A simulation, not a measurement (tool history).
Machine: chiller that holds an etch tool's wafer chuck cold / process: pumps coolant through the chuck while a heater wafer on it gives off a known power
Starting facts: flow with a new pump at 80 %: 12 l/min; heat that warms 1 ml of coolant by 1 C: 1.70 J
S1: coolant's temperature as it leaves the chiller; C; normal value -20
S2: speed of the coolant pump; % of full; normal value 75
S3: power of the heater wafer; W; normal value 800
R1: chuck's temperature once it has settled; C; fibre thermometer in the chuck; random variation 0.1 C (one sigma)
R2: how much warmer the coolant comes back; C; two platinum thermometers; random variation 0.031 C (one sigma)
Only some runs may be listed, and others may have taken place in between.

{"run": 1, "hour": 0.0, "S1": -20, "S2": 75, "S3": 800, "R1": -11.1, "R2": 2.62}
{"run": 2, "hour": 84.0, "S1": -22, "S2": 75, "S3": 800, "R1": -13.2, "R2": 2.63}
{"run": 3, "hour": 126.6, "S1": -22, "S2": 75, "S3": 800, "R1": -13.0, "R2": 2.65}
{"run": 4, "hour": 181.6, "S1": -20, "S2": 97, "S3": 800, "R1": -12.6, "R2": 2.07}
{"run": 5, "hour": 223.1, "S1": -26, "S2": 75, "S3": 800, "R1": -17.2, "R2": 2.74}
{"run": 6, "hour": 291.2, "S1": -20, "S2": 75, "S3": 800, "R1": -11.1, "R2": 2.69}
{"run": 7, "hour": 356.2, "S1": -20, "S2": 75, "S3": 800, "R1": -11.2, "R2": 2.63}
{"run": 8, "hour": 418.7, "S1": -20, "S2": 75, "S3": 800, "R1": -10.8, "R2": 2.75}
{"run": 9, "hour": 458.3, "S1": -20, "S2": 75, "S3": 800, "R1": -11.1, "R2": 2.61}
{"run": 10, "hour": 518.4, "S1": -20, "S2": 75, "S3": 800, "R1": -11.0, "R2": 2.7}
{"run": 11, "hour": 575.5, "S1": -20, "S2": 75, "S3": 800, "R1": -10.8, "R2": 2.7}
{"run": 12, "hour": 655.4, "S1": -17, "S2": 75, "S3": 800, "R1": -7.8, "R2": 2.71}
{"run": 13, "hour": 737.1, "S1": -17, "S2": 75, "S3": 800, "R1": -7.9, "R2": 2.71}
{"hour": 742.0, "done": "chiller's thermometer calibrated"}
{"run": 14, "hour": 807.7, "S1": -17, "S2": 75, "S3": 511, "R1": -11.0, "R2": 1.74}
{"run": 15, "hour": 868.4, "S1": -25, "S2": 89, "S3": 511, "R1": -19.8, "R2": 1.47}
{"run": 16, "hour": 947.2, "S1": -25, "S2": 89, "S3": 511, "R1": -19.6, "R2": 1.42}
{"hour": 1024.5, "done": "chiller's thermometer calibrated, once more"}
{"run": 17, "hour": 1035.9, "S1": -24, "S2": 76, "S3": 545, "R1": -17.7, "R2": 1.83}
{"run": 18, "hour": 1102.0, "S1": -24, "S2": 76, "S3": 545, "R1": -17.8, "R2": 1.8}
{"run": 19, "hour": 1185.8, "S1": -25, "S2": 70, "S3": 800, "R1": -15.4, "R2": 2.89}
{"run": 20, "hour": 1274.6, "S1": -20, "S2": 81, "S3": 793, "R1": -11.1, "R2": 2.48}
{"run": 21, "hour": 1326.7, "S1": -20, "S2": 81, "S3": 793, "R1": -11.1, "R2": 2.44}
{"run": 22, "hour": 1383.6, "S1": -10, "S2": 75, "S3": 797, "R1": -0.6, "R2": 2.63}
{"run": 23, "hour": 1466.8, "S1": -28, "S2": 62, "S3": 1098, "R1": -13.0, "R2": 4.54}
{"run": 24, "hour": 1516.9, "S1": -28, "S2": 62, "S3": 535, "R1": -20.7, "R2": 2.21}
{"run": 25, "hour": 1553.5, "S1": -28, "S2": 62, "S3": 535, "R1": -20.4, "R2": 2.2}
{"run": 26, "hour": 1610.3, "S1": -25, "S2": 75, "S3": 800, "R1": -15.3, "R2": 2.69}
{"run": 27, "hour": 1676.5, "S1": -20, "S2": 99, "S3": 713, "R1": -12.8, "R2": 1.87}

Measured result minus the same run's result without the hidden state. Both carry the same run-to-run variation, though not necessarily the same gauge scatter:
What the log doesn't record here: heat passed by the chuck's channels, % of clean ones'; flow at a given pump speed, % of a new pump's; coolant's true temperature over the reading, C; drift of the gauge itself on chuck_c, C; drift of the gauge itself on warmer_back_c, C.
run=1 R1=+0.8 R2=+0.13
run=2 R1=+0.8 R2=+0.14
run=3 R1=+0.8 R2=+0.14
run=4 R1=+0.7 R2=+0.12
run=5 R1=+0.8 R2=+0.14
run=6 R1=+0.9 R2=+0.15
run=7 R1=+0.9 R2=+0.16
run=8 R1=+1.0 R2=+0.16
run=9 R1=+1.0 R2=+0.16
run=10 R1=+1.0 R2=+0.16
run=11 R1=+1.1 R2=+0.17
run=12 R1=+1.1 R2=+0.17
run=13 R1=+1.2 R2=+0.18
run=14 R1=+0.8 R2=+0.12
run=15 R1=+0.8 R2=+0.10
run=16 R1=+0.8 R2=+0.10
run=17 R1=+0.8 R2=+0.13
run=18 R1=+0.9 R2=+0.13
run=19 R1=+1.4 R2=+0.22
run=20 R1=+1.3 R2=+0.20
run=21 R1=+1.3 R2=+0.20
run=22 R1=+1.5 R2=+0.22
run=23 R1=+2.3 R2=+0.37
run=24 R1=+1.2 R2=+0.19
run=25 R1=+1.2 R2=+0.19
run=26 R1=+1.6 R2=+0.23
run=27 R1=+1.2 R2=+0.16
